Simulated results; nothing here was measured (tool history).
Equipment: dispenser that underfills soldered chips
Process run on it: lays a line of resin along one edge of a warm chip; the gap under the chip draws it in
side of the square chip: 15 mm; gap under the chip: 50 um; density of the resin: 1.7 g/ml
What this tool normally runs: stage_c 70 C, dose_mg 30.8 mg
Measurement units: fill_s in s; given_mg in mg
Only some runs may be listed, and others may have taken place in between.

run,hour,stage_c,dose_mg,fill_s,given_mg
1,0,70,30.8,376.9,30.39
# hour 2.5: new syringe of resin
2,6.8,70,30.8,312.2,29.78
3,10.8,70,30.8,346.2,30.27
# hour 15.6: new syringe of resin
4,19.1,70,30.8,296.6,29.82
5,24.6,70,30.8,346.8,29.8
# hour 28.4: new syringe of resin
6,30.3,70,30.8,288.1,29.9
7,34.8,70,30.8,329.7,29.9
8,40.4,70,30.8,379.8,29.64
# hour 41.2: new syringe of resin
9,45.3,70,30.8,303.8,29.8
10,49.5,70,30.8,352.6,29.42
# hour 54.3: new syringe of resin
11,56.7,70,30.8,296.6,29.39
12,63.5,70,30.8,359.1,29.45
# hour 67.3: new syringe of resin
13,67.3,70,30.8,276.7,29.4
14,75.3,70,30.8,339.2,29.09
# hour 80.2: new syringe of resin
15,81.9,70,30.8,290.1,29.22
16,87,70,27.7,343.1,26.11
# hour 93: new syringe of resin
17,93.9,58,31.6,402.3,29.75
18,101.1,65,33.8,388.9,31.51
# hour 106.2: new syringe of resin
19,106.6,78,30.9,218.9,28.88
20,114.3,78,30.9,273.8,28.68
21,118.1,78,30.9,296.6,28.68
# hour 119.1: new syringe of resin
# hour 124.3: dispensing valve cleaned and set on the balance
22,125.6,78,30.9,246.1,31.03
# hour 133.2: new syringe of resin
23,134.4,75,28.6,238,28.55
24,140.4,64,34.9,386.4,34.65
25,144.1,64,34.9,437.9,34.47
# hour 145.9: new syringe of resin
26,152.4,63,34.9,389.4,34.53
# hour 159: new syringe of resin
27,159.1,63,34.9,329.4,34.34
28,163.6,83,34.9,207,34.25
29,167.4,83,39.7,231.8,39.12
# hour 171.8: new syringe of resin
30,172.7,83,39.7,180.8,38.96
31,179.6,62,35.3,416.9,34.29

Alternative continuations, all from the tool just after run 31; predict every row:
# hour 184.9: new syringe of resin
A,188.3,66,39.3,?,?
# hour 184.9: new syringe of resin
B,188.3,65,35.3,?,?
# hour 184.9: new syringe of resin
C,188.3,71,31.6,?,?

run,fill_s,given_mg
A,321.2,38.38
B,336.9,34.39
C,287.9,30.73
With the hidden condition removed and each run's random variation left untouched, the same runs would have given:
run,fill_s,given_mg
A,311.4,39.52
B,326.6,35.4
C,278,31.64

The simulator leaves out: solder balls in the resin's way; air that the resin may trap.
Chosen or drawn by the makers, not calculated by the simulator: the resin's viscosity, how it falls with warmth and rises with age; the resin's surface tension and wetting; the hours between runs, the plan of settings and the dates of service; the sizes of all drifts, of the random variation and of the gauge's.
